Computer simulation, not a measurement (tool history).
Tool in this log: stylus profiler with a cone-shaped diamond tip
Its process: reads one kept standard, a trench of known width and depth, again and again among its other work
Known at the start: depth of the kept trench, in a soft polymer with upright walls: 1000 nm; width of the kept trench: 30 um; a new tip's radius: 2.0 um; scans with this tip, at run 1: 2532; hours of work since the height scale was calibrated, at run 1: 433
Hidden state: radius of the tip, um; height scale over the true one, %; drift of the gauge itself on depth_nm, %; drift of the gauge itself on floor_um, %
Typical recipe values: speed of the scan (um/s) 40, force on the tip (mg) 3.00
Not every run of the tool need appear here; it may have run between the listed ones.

| run | hour | speed of the scan (um/s) | force on the tip (mg) | scans with this tip | hours of work since the height scale was calibrated | depth of the trench (angstrom) | width of the trench's floor (um) |
|---|---|---|---|---|---|---|---|
| 1 | 0.0 | 40 | 3.00 | 2532 | 433 | 10119.7 | 26.46 |
| 2 | 88.2 | 40 | 5.72 | 2863 | 490 | 10184.1 | 26.46 |
| 3 | 192.6 | 40 | 5.72 | 3254 | 557 | 10179.7 | 26.44 |
| 4 | 331.4 | 30 | 3.00 | 3775 | 646 | 10118.1 | 26.48 |
| 5 | 454.9 | 30 | 3.00 | 4239 | 726 | 10119.3 | 26.44 |
| 6 | 523.6 | 30 | 3.00 | 4496 | 770 | 10117.0 | 26.48 |
| 7 | 592.7 | 30 | 3.00 | 4755 | 814 | 10115.9 | 26.46 |
| 8 | 700.7 | 40 | 1.67 | 5160 | 883 | 10080.1 | 26.43 |
| 9 | 817.4 | 40 | 1.67 | 5598 | 958 | 10077.6 | 26.39 |
| 10 | 931.0 | 20 | 3.00 | 6024 | 1031 | 10116.5 | 26.48 |
| 11 | 1066.9 | 83 | 1.00 | 6534 | 1119 | 10059.1 | 26.24 |
| 12 | 1147.8 | 37 | 1.39 | 6838 | 1171 | 10070.5 | 26.45 |
| 13 | 1269.8 | 40 | 3.71 | 7295 | 1249 | 10134.2 | 26.48 |
| 14 | 1333.0 | 35 | 3.71 | 7532 | 1290 | 10135.5 | 26.42 |
| 15 | 1456.5 | 14 | 6.85 | 7996 | 1369 | 10204.7 | 26.50 |
| 16 | 1577.7 | 11 | 8.86 | 8450 | 1447 | 10241.2 | 26.51 |
| 17 | 1640.3 | 11 | 8.86 | 8685 | 1487 | 10243.6 | 26.53 |
| 18 | 1760.2 | 44 | 2.13 | 9135 | 1564 | 10093.7 | 26.45 |
| 19 | 1878.9 | 78 | 2.23 | 9580 | 1640 | 10099.9 | 26.32 |

4 options for the next run, each taken on its own from the tool as it stands now. Forecast them:
| A | 1996.0 | 21 | 1.87 | 10019 | 1715 | ? | ? |
| B | 1996.0 | 131 | 2.23 | 10019 | 1715 | ? | ? |
| C | 1996.0 | 92 | 3.28 | 10019 | 1715 | ? | ? |
| D | 1996.0 | 32 | 1.88 | 10019 | 1715 | ? | ? |

| run | depth of the trench (angstrom) | width of the trench's floor (um) |
|---|---|---|
| A | 10084.9 | 26.44 |
| B | 10094.7 | 26.21 |
| C | 10128.3 | 26.32 |
| D | 10087.6 | 26.46 |
The same runs, with their run-to-run variation unchanged, on a tool lacking any hidden condition would have given:
| run | depth of the trench (angstrom) | width of the trench's floor (um) |
|---|---|---|
| A | 10084.7 | 26.46 |
| B | 10094.4 | 26.23 |
| C | 10128.1 | 26.34 |
| D | 10087.4 | 26.47 |

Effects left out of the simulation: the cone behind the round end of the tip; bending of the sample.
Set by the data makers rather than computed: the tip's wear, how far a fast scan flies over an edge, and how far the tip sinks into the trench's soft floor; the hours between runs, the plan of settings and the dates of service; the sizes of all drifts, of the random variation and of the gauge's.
